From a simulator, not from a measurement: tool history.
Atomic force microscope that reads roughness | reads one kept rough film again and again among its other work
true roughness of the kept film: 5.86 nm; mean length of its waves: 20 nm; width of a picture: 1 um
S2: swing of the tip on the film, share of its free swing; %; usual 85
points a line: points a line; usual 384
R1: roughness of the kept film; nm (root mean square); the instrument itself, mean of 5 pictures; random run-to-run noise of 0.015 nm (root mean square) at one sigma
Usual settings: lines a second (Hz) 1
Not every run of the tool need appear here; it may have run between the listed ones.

run 1 hour=0 | lines_a_second_(Hz)=1 S2=85 points_a_line=384 | R1=1.982
run 2 hour=14.3 | lines_a_second_(Hz)=1 S2=85 points_a_line=384 | R1=1.94
run 3 hour=21.3 | lines_a_second_(Hz)=1 S2=85 points_a_line=384 | R1=1.944
run 4 hour=30.2 | lines_a_second_(Hz)=1 S2=86 points_a_line=384 | R1=1.912
run 5 hour=38.8 | lines_a_second_(Hz)=1 S2=86 points_a_line=384 | R1=1.882
-- hour=44.5 new tip fitted
run 6 hour=51.7 | lines_a_second_(Hz)=1 S2=85 points_a_line=384 | R1=3.379
run 7 hour=59.5 | lines_a_second_(Hz)=1 S2=85 points_a_line=475 | R1=3.322
run 8 hour=71.6 | lines_a_second_(Hz)=1 S2=85 points_a_line=475 | R1=3.235
run 9 hour=80.8 | lines_a_second_(Hz)=1 S2=85 points_a_line=475 | R1=3.167
run 10 hour=90.3 | lines_a_second_(Hz)=1 S2=85 points_a_line=475 | R1=3.106
run 11 hour=97.6 | lines_a_second_(Hz)=1 S2=85 points_a_line=475 | R1=3.055
run 12 hour=109.7 | lines_a_second_(Hz)=1 S2=85 points_a_line=475 | R1=2.987
run 13 hour=120.9 | lines_a_second_(Hz)=2.19 S2=85 points_a_line=475 | R1=2.768
run 14 hour=135.1 | lines_a_second_(Hz)=2.19 S2=85 points_a_line=475 | R1=2.712
run 15 hour=143.8 | lines_a_second_(Hz)=2.19 S2=85 points_a_line=475 | R1=2.643
-- hour=146 height scale calibrated on a step standard
run 16 hour=155.3 | lines_a_second_(Hz)=2.19 S2=85 points_a_line=475 | R1=2.59
run 17 hour=162.8 | lines_a_second_(Hz)=2.19 S2=85 points_a_line=475 | R1=2.54
run 18 hour=174.2 | lines_a_second_(Hz)=2.19 S2=85 points_a_line=475 | R1=2.496
-- hour=179.5 height scale calibrated on a step standard, once more
run 19 hour=189.4 | lines_a_second_(Hz)=2.19 S2=85 points_a_line=475 | R1=2.461
run 20 hour=198.7 | lines_a_second_(Hz)=1 S2=79 points_a_line=384 | R1=2.52
run 21 hour=210.2 | lines_a_second_(Hz)=1.33 S2=85 points_a_line=384 | R1=2.434
run 22 hour=217 | lines_a_second_(Hz)=1.33 S2=85 points_a_line=384 | R1=2.388
run 23 hour=227.5 | lines_a_second_(Hz)=1 S2=68 points_a_line=387 | R1=2.438
run 24 hour=239.3 | lines_a_second_(Hz)=2.17 S2=85 points_a_line=470 | R1=2.232
run 25 hour=248.4 | lines_a_second_(Hz)=2.17 S2=85 points_a_line=470 | R1=2.219
run 26 hour=263.2 | lines_a_second_(Hz)=2.17 S2=85 points_a_line=470 | R1=2.14
run 27 hour=271.4 | lines_a_second_(Hz)=2.52 S2=85 points_a_line=384 | R1=2.103
run 28 hour=280.9 | lines_a_second_(Hz)=3.45 S2=85 points_a_line=384 | R1=1.987
run 29 hour=288.4 | lines_a_second_(Hz)=3.45 S2=85 points_a_line=384 | R1=1.969
run 30 hour=295.6 | lines_a_second_(Hz)=3.22 S2=85 points_a_line=638 | R1=1.989
run 31 hour=308.8 | lines_a_second_(Hz)=3.22 S2=85 points_a_line=638 | R1=1.936
run 32 hour=320.6 | lines_a_second_(Hz)=0.58 S2=85 points_a_line=353 | R1=2.082
run 33 hour=326.9 | lines_a_second_(Hz)=0.58 S2=85 points_a_line=353 | R1=2.06
run 34 hour=340.2 | lines_a_second_(Hz)=0.58 S2=85 points_a_line=353 | R1=2.028

Expected results for the next run?
run 35 hour=348 | lines_a_second_(Hz)=3.85 S2=85 points_a_line=351 | R1=?

{"run 35": {"R1": 1.77}}
The same run, on a tool lacking any hidden state, would have yielded R1 3.156 nm (root mean square).
